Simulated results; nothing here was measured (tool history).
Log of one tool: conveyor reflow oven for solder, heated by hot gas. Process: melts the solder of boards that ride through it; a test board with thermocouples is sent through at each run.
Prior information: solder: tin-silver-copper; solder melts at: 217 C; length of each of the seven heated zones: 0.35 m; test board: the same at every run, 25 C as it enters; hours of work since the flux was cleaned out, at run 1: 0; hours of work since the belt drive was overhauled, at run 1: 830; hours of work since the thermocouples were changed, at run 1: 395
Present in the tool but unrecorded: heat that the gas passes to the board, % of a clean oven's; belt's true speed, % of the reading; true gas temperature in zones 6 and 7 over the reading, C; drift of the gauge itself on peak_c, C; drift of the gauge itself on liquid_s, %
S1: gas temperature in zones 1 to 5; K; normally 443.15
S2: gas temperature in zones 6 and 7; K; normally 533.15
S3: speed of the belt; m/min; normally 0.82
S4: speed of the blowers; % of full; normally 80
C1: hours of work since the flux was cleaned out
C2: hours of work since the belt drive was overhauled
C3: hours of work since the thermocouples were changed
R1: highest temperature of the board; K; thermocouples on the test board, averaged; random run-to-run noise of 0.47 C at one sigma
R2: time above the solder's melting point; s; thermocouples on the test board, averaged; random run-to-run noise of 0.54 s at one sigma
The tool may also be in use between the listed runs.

{"run": 1, "hour": 0.0, "S1": 443.15, "S2": 533.15, "S3": 0.82, "S4": 80, "C1": 0, "C2": 830, "C3": 395, "R1": 519.15, "R2": 34.4}
{"run": 2, "hour": 35.8, "S1": 445.15, "S2": 533.15, "S3": 0.82, "S4": 80, "C1": 17, "C2": 847, "C3": 412, "R1": 519.95, "R2": 35.3}
{"run": 3, "hour": 77.8, "S1": 441.15, "S2": 533.15, "S3": 0.82, "S4": 80, "C1": 36, "C2": 866, "C3": 432, "R1": 518.85, "R2": 33.3}
{"run": 4, "hour": 107.5, "S1": 441.15, "S2": 533.15, "S3": 0.82, "S4": 80, "C1": 50, "C2": 880, "C3": 446, "R1": 518.05, "R2": 33.2}
{"run": 5, "hour": 167.7, "S1": 443.15, "S2": 532.15, "S3": 0.82, "S4": 80, "C1": 78, "C2": 908, "C3": 474, "R1": 516.95, "R2": 34.1}
{"hour": 186.7, "done": "belt drive overhauled, speed set with a stopwatch"}
{"run": 6, "hour": 234.7, "S1": 443.15, "S2": 533.15, "S3": 0.82, "S4": 80, "C1": 108, "C2": 22, "C3": 503, "R1": 516.95, "R2": 33.5}
{"run": 7, "hour": 283.8, "S1": 443.15, "S2": 533.15, "S3": 0.82, "S4": 80, "C1": 131, "C2": 45, "C3": 526, "R1": 517.15, "R2": 33.4}
{"run": 8, "hour": 317.0, "S1": 443.15, "S2": 533.15, "S3": 0.82, "S4": 80, "C1": 146, "C2": 61, "C3": 541, "R1": 517.45, "R2": 33.3}
{"run": 9, "hour": 370.0, "S1": 443.15, "S2": 547.15, "S3": 0.82, "S4": 80, "C1": 171, "C2": 86, "C3": 566, "R1": 528.75, "R2": 39.4}
{"run": 10, "hour": 408.7, "S1": 447.15, "S2": 533.15, "S3": 0.82, "S4": 80, "C1": 189, "C2": 104, "C3": 584, "R1": 516.25, "R2": 34.7}
{"run": 11, "hour": 473.5, "S1": 443.15, "S2": 533.15, "S3": 0.797, "S4": 80, "C1": 219, "C2": 134, "C3": 615, "R1": 517.25, "R2": 34.1}
{"run": 12, "hour": 527.2, "S1": 443.15, "S2": 533.15, "S3": 0.82, "S4": 80, "C1": 244, "C2": 159, "C3": 640, "R1": 515.95, "R2": 33.1}
{"run": 13, "hour": 561.3, "S1": 443.15, "S2": 533.15, "S3": 0.82, "S4": 60, "C1": 260, "C2": 175, "C3": 656, "R1": 512.15, "R2": 28.9}
{"run": 14, "hour": 599.6, "S1": 443.15, "S2": 528.15, "S3": 0.82, "S4": 80, "C1": 278, "C2": 193, "C3": 673, "R1": 511.25, "R2": 29.7}
{"hour": 609.7, "done": "flux residue cleaned out of gas plates and filters"}
{"run": 15, "hour": 663.2, "S1": 443.15, "S2": 533.15, "S3": 0.82, "S4": 80, "C1": 25, "C2": 220, "C3": 701, "R1": 513.55, "R2": 30.6}
{"run": 16, "hour": 713.6, "S1": 443.15, "S2": 533.15, "S3": 0.82, "S4": 80, "C1": 48, "C2": 244, "C3": 724, "R1": 513.05, "R2": 29.6}
{"run": 17, "hour": 775.9, "S1": 439.15, "S2": 521.15, "S3": 0.853, "S4": 80, "C1": 78, "C2": 273, "C3": 753, "R1": 500.55, "R2": 16.1}
{"run": 18, "hour": 810.1, "S1": 439.15, "S2": 521.15, "S3": 0.853, "S4": 80, "C1": 94, "C2": 289, "C3": 769, "R1": 500.25, "R2": 16.9}
{"hour": 834.6, "done": "flux residue cleaned out of gas plates and filters, once more"}
{"run": 19, "hour": 856.5, "S1": 439.15, "S2": 521.15, "S3": 0.853, "S4": 80, "C1": 10, "C2": 308, "C3": 789, "R1": 505.25, "R2": 22.8}
{"run": 20, "hour": 913.1, "S1": 439.15, "S2": 521.15, "S3": 0.853, "S4": 80, "C1": 37, "C2": 335, "C3": 815, "R1": 505.15, "R2": 21.4}
{"run": 21, "hour": 939.4, "S1": 439.15, "S2": 521.15, "S3": 0.853, "S4": 57, "C1": 49, "C2": 347, "C3": 827, "R1": 500.85, "R2": 17.4}
{"run": 22, "hour": 977.7, "S1": 443.15, "S2": 526.15, "S3": 0.842, "S4": 82, "C1": 67, "C2": 365, "C3": 845, "R1": 509.85, "R2": 28.3}
{"run": 23, "hour": 1040.9, "S1": 443.15, "S2": 543.15, "S3": 0.732, "S4": 88, "C1": 96, "C2": 394, "C3": 875, "R1": 528.55, "R2": 44.7}
{"run": 24, "hour": 1089.3, "S1": 430.15, "S2": 540.15, "S3": 0.921, "S4": 80, "C1": 119, "C2": 417, "C3": 897, "R1": 516.45, "R2": 25.2}
{"run": 25, "hour": 1140.1, "S1": 430.15, "S2": 540.15, "S3": 0.771, "S4": 80, "C1": 143, "C2": 441, "C3": 921, "R1": 521.35, "R2": 36.4}
{"run": 26, "hour": 1173.7, "S1": 430.15, "S2": 540.15, "S3": 0.771, "S4": 80, "C1": 158, "C2": 456, "C3": 937, "R1": 521.45, "R2": 35}
{"run": 27, "hour": 1199.8, "S1": 446.15, "S2": 546.15, "S3": 0.815, "S4": 56, "C1": 171, "C2": 468, "C3": 949, "R1": 523.45, "R2": 36.8}
{"run": 28, "hour": 1259.4, "S1": 446.15, "S2": 546.15, "S3": 0.69, "S4": 74, "C1": 198, "C2": 496, "C3": 977, "R1": 531.15, "R2": 49.7}
{"run": 29, "hour": 1288.4, "S1": 446.15, "S2": 541.15, "S3": 0.69, "S4": 82, "C1": 212, "C2": 510, "C3": 990, "R1": 527.55, "R2": 47.6}
{"run": 30, "hour": 1325.1, "S1": 446.15, "S2": 541.15, "S3": 0.69, "S4": 82, "C1": 229, "C2": 527, "C3": 1008, "R1": 527.55, "R2": 46.1}
{"run": 31, "hour": 1360.8, "S1": 449.15, "S2": 533.15, "S3": 0.724, "S4": 80, "C1": 246, "C2": 544, "C3": 1024, "R1": 518.55, "R2": 40.4}

Entry by entry between the runs, the difference in hidden state between the last listed run before and the first listed run after:
Between runs 5 and 6: belt drive overhauled, speed set with a stopwatch (hour 186.7)
  heat that the gas passes to the board, % of a clean oven's: 97.1 -> 96.1; belt's true speed, % of the reading: 98.94 -> 99.85; true gas temperature in zones 6 and 7 over the reading, C: -1.56 -> -1.67
  measured result minus the result with no hidden state, R1: -1.8 -> -2.3 K; R2: -0.8 -> -1.5 s
Between runs 14 and 15: flux residue cleaned out of gas plates and filters (hour 609.7)
  heat that the gas passes to the board, % of a clean oven's: 90.5 -> 84; belt's true speed, % of the reading: 99.67 -> 99.64; true gas temperature in zones 6 and 7 over the reading, C: -2.33 -> -2.44
  measured result minus the result with no hidden state, R1: -4.3 -> -6.5 K; R2: -3.5 -> -5 s
Between runs 18 and 19: flux residue cleaned out of gas plates and filters, once more (hour 834.6)
  heat that the gas passes to the board, % of a clean oven's: 82 -> 98.9; belt's true speed, % of the reading: 99.56 -> 99.54; true gas temperature in zones 6 and 7 over the reading, C: -2.7 -> -2.77
  measured result minus the result with no hidden state, R1: -7.2 -> -2.5 K; R2: -8.3 -> -2.1 s
